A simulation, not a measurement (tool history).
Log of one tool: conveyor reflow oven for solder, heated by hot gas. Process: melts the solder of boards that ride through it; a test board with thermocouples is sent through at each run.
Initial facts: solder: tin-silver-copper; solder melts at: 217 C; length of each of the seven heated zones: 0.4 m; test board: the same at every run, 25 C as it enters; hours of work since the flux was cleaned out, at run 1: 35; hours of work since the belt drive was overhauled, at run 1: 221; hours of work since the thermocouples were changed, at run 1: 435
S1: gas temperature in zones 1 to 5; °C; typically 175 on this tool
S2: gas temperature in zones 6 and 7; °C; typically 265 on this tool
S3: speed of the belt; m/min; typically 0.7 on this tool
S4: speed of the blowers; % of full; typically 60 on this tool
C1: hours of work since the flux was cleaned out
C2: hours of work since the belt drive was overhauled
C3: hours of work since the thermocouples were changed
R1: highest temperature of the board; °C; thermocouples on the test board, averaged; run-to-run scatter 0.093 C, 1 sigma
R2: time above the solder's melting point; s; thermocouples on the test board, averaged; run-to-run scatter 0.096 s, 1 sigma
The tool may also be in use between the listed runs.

run 1 hour=0 | S1=175 S2=265 S3=0.7 S4=60 | C1=35 C2=221 C3=435 | R1=249.62 R2=49.98
run 2 hour=27.5 | S1=175 S2=265 S3=0.7 S4=60 | C1=53 C2=239 C3=454 | R1=249.67 R2=49.76
run 3 hour=46.2 | S1=175 S2=265 S3=0.7 S4=71 | C1=66 C2=252 C3=467 | R1=252.09 R2=52.32
run 4 hour=72.7 | S1=175 S2=265 S3=0.7 S4=71 | C1=84 C2=270 C3=485 | R1=252.06 R2=52.35
run 5 hour=87.2 | S1=175 S2=265 S3=0.7 S4=71 | C1=94 C2=280 C3=495 | R1=252.16 R2=52.37
run 6 hour=107.2 | S1=175 S2=265 S3=0.7 S4=71 | C1=108 C2=294 C3=509 | R1=252.16 R2=52.47
run 7 hour=135.2 | S1=175 S2=265 S3=0.7 S4=65 | C1=127 C2=313 C3=528 | R1=250.77 R2=50.98
run 8 hour=151.1 | S1=175 S2=265 S3=0.7 S4=65 | C1=138 C2=324 C3=539 | R1=250.87 R2=51.1
run 9 hour=167.6 | S1=175 S2=265 S3=0.815 S4=60 | C1=149 C2=335 C3=550 | R1=244.23 R2=38.1
run 10 hour=195.6 | S1=175 S2=265 S3=0.644 S4=60 | C1=168 C2=354 C3=569 | R1=252.04 R2=56.84
run 11 hour=209.5 | S1=165 S2=265 S3=0.7 S4=60 | C1=178 C2=364 C3=578 | R1=247.65 R2=45.54
-- hour=219.4 flux residue cleaned out of gas plates and filters
run 12 hour=232.4 | S1=175 S2=265 S3=0.785 S4=60 | C1=9 C2=376 C3=591 | R1=246.38 R2=41.68
run 13 hour=245.8 | S1=175 S2=265 S3=0.785 S4=60 | C1=18 C2=385 C3=600 | R1=246.54 R2=41.68
run 14 hour=261.8 | S1=175 S2=265 S3=0.7 S4=60 | C1=29 C2=396 C3=611 | R1=250.32 R2=50.69
run 15 hour=287.1 | S1=175 S2=265 S3=0.7 S4=60 | C1=46 C2=413 C3=628 | R1=250.37 R2=50.72
run 16 hour=300.3 | S1=175 S2=265 S3=0.7 S4=60 | C1=55 C2=422 C3=637 | R1=250.21 R2=50.48
run 17 hour=324 | S1=167 S2=254 S3=0.821 S4=59 | C1=71 C2=438 C3=653 | R1=233.62 R2=26.4
run 18 hour=336.7 | S1=175 S2=257 S3=0.7 S4=60 | C1=80 C2=447 C3=662 | R1=243.3 R2=45.32
run 19 hour=350.9 | S1=182 S2=263 S3=0.633 S4=60 | C1=90 C2=457 C3=672 | R1=252.41 R2=61.23
run 20 hour=363.6 | S1=182 S2=263 S3=0.633 S4=60 | C1=98 C2=465 C3=680 | R1=252.32 R2=61.2
-- hour=380.3 thermocouples of zones 6 and 7 changed
run 21 hour=384.3 | S1=175 S2=265 S3=0.7 S4=83 | C1=111 C2=478 C3=3 | R1=254.09 R2=54.28
run 22 hour=408.9 | S1=175 S2=273 S3=0.716 S4=83 | C1=128 C2=495 C3=20 | R1=260.61 R2=56.21
run 23 hour=435.9 | S1=175 S2=273 S3=0.674 S4=86 | C1=146 C2=513 C3=38 | R1=262.55 R2=61
run 24 hour=456 | S1=189 S2=273 S3=0.732 S4=85 | C1=160 C2=527 C3=52 | R1=262.18 R2=60.15
run 25 hour=479.3 | S1=164 S2=261 S3=0.636 S4=60 | C1=176 C2=543 C3=68 | R1=246.91 R2=50.17
-- hour=490.8 flux residue cleaned out of gas plates and filters
run 26 hour=507.5 | S1=185 S2=265 S3=0.7 S4=77 | C1=11 C2=559 C3=83 | R1=254.95 R2=58.01
run 27 hour=523.2 | S1=175 S2=265 S3=0.7 S4=76 | C1=22 C2=570 C3=94 | R1=253.22 R2=53.78
run 28 hour=548.7 | S1=175 S2=265 S3=0.7 S4=76 | C1=39 C2=587 C3=111 | R1=253.42 R2=53.93
run 29 hour=575.4 | S1=175 S2=262 S3=0.655 S4=60 | C1=58 C2=605 C3=130 | R1=249.14 R2=54.11
run 30 hour=593.2 | S1=175 S2=257 S3=0.7 S4=81 | C1=70 C2=617 C3=142 | R1=246.8 R2=50.13

Each row is a separate what-if for the run after 30, all from the same tool condition, not one after another. Results?
run A hour=606.2 | S1=187 S2=267 S3=0.811 S4=60 | C1=79 C2=626 C3=151 | R1=? R2=?
run B hour=606.2 | S1=175 S2=257 S3=0.762 S4=72 | C1=79 C2=626 C3=151 | R1=? R2=?
run C hour=606.2 | S1=183 S2=265 S3=0.7 S4=86 | C1=79 C2=626 C3=151 | R1=? R2=?
run D hour=606.2 | S1=175 S2=277 S3=0.7 S4=81 | C1=79 C2=626 C3=151 | R1=? R2=?

run=A R1=249.19 R2=45.92
run=B R1=243.25 R2=42.06
run=C R1=255.87 R2=58.38
run=D R1=265.13 R2=59.79
The same runs, with their run-to-run variation unchanged, on a tool lacking any hidden condition would have given:
run=A R1=248.94 R2=45.28
run=B R1=243.05 R2=41.48
run=C R1=255.69 R2=57.71
run=D R1=264.94 R2=59.1
